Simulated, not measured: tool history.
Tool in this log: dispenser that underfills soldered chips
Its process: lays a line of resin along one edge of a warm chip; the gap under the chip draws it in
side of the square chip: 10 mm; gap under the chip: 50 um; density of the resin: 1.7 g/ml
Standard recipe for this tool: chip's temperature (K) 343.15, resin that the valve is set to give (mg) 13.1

run   hour  chip's temperature (K)  resin that the valve is set to give (mg)  time until the resin shows at the far edge (s)  resin that the valve gave (mg)
  1    0.0                  343.15                                      13.1                                           277.5                           13.03
       2.3  -- new syringe of resin
  2    7.5                  343.15                                      13.1                                           180.1                           13.03
  3   15.3                  343.15                                      13.1                                           254.0                           12.87
      18.8  -- new syringe of resin
  4   24.6                  344.15                                      13.1                                           178.8                           12.86
      35.8  -- new syringe of resin
  5   36.2                  344.15                                      13.1                                           136.4                           12.84
  6   41.5                  344.15                                      13.1                                           179.7                           12.67
  7   47.2                  344.15                                      13.1                                           225.9                           12.78
      52.1  -- new syringe of resin
  8   58.7                  343.15                                      13.1                                           195.3                           12.71
      68.6  -- new syringe of resin
  9   70.5                  343.15                                      13.1                                           155.5                           12.52
      79.4  -- dispensing valve cleaned and set on the balance
 10   82.6                  343.15                                      13.1                                           255.6                           12.95
      85.9  -- new syringe of resin
 11   89.9                  343.15                                      13.1                                           173.7                           12.86
 12   99.6                  343.15                                      13.1                                           267.5                           12.85
     102.4  -- new syringe of resin
 13  109.3                  343.15                                      12.7                                           192.9                           12.39
 14  116.5                  343.15                                      12.7                                           277.3                           12.36
     119.0  -- new syringe of resin
 15  126.0                  343.15                                      12.7                                           199.8                           12.39
     136.3  -- new syringe of resin
 16  137.7                  343.15                                      12.7                                           154.6                           12.10
 17  146.1                  343.15                                      12.7                                           223.5                           12.16
     153.3  -- new syringe of resin
     158.3  -- dispensing valve cleaned and set on the balance
 18  158.6                  349.15                                      12.8                                           137.1                           12.86
 19  166.0                  343.15                                      16.9                                           237.0                           16.92
     170.7  -- new syringe of resin
 20  175.1                  331.15                                      17.0                                           274.8                           16.71
 21  182.5                  343.15                                      14.9                                           235.2                           14.72
     187.1  -- new syringe of resin
 22  194.3                  343.15                                      14.9                                           197.0                           14.65
 23  199.6                  332.15                                      14.4                                           388.3                           13.93
     203.5  -- new syringe of resin
 24  209.1                  332.15                                      12.4                                           292.9                           11.97
     219.7  -- new syringe of resin
 25  219.7                  332.15                                      12.4                                           228.6                           12.12
 26  230.8                  353.15                                      15.0                                           162.7                           14.38
     236.2  -- new syringe of resin
     237.8  -- dispensing valve cleaned and set on the balance
 27  238.5                  353.15                                      15.0                                           102.1                           14.89
 28  247.3                  353.15                                      15.0                                           152.3                           15.00
     253.7  -- new syringe of resin
 29  257.9                  353.15                                      15.0                                           119.9                           14.82
 30  268.3                  353.15                                      15.0                                           196.0                           14.59
     270.4  -- new syringe of resin
 31  276.3                  353.15                                      15.0                                           127.4                           14.64
 32  282.7                  332.15                                      11.1                                           405.8                           10.68
     286.7  -- new syringe of resin
 33  293.9                  330.15                                      13.4                                           344.1                           12.92
 34  300.2                  351.15                                      14.4                                           195.8                           13.88

5 options for the next run, each taken on its own from the tool as it stands now. Forecast them:
     303.1  -- new syringe of resin
  A  308.6                  337.15                                      16.2                                               ?                               ?
     303.1  -- new syringe of resin
  B  308.6                  342.15                                      15.6                                               ?                               ?
     303.1  -- new syringe of resin
  C  308.6                  343.15                                      13.1                                               ?                               ?
     303.1  -- new syringe of resin
  D  308.6                  344.15                                      16.0                                               ?                               ?
     303.1  -- new syringe of resin
  E  308.6                  347.15                                      15.1                                               ?                               ?

run  time until the resin shows at the far edge (s)  resin that the valve gave (mg)
  A                                           240.0                           15.64
  B                                           194.9                           14.92
  C                                           190.6                           12.48
  D                                           180.6                           15.39
  E                                           161.2                           14.37
Without the tool's hidden state the same runs would have given:
run  time until the resin shows at the far edge (s)  resin that the valve gave (mg)
  A                                           172.2                           16.39
  B                                           139.8                           15.64
  C                                           136.3                           13.08
  D                                           129.9                           16.13
  E                                           116.0                           15.06
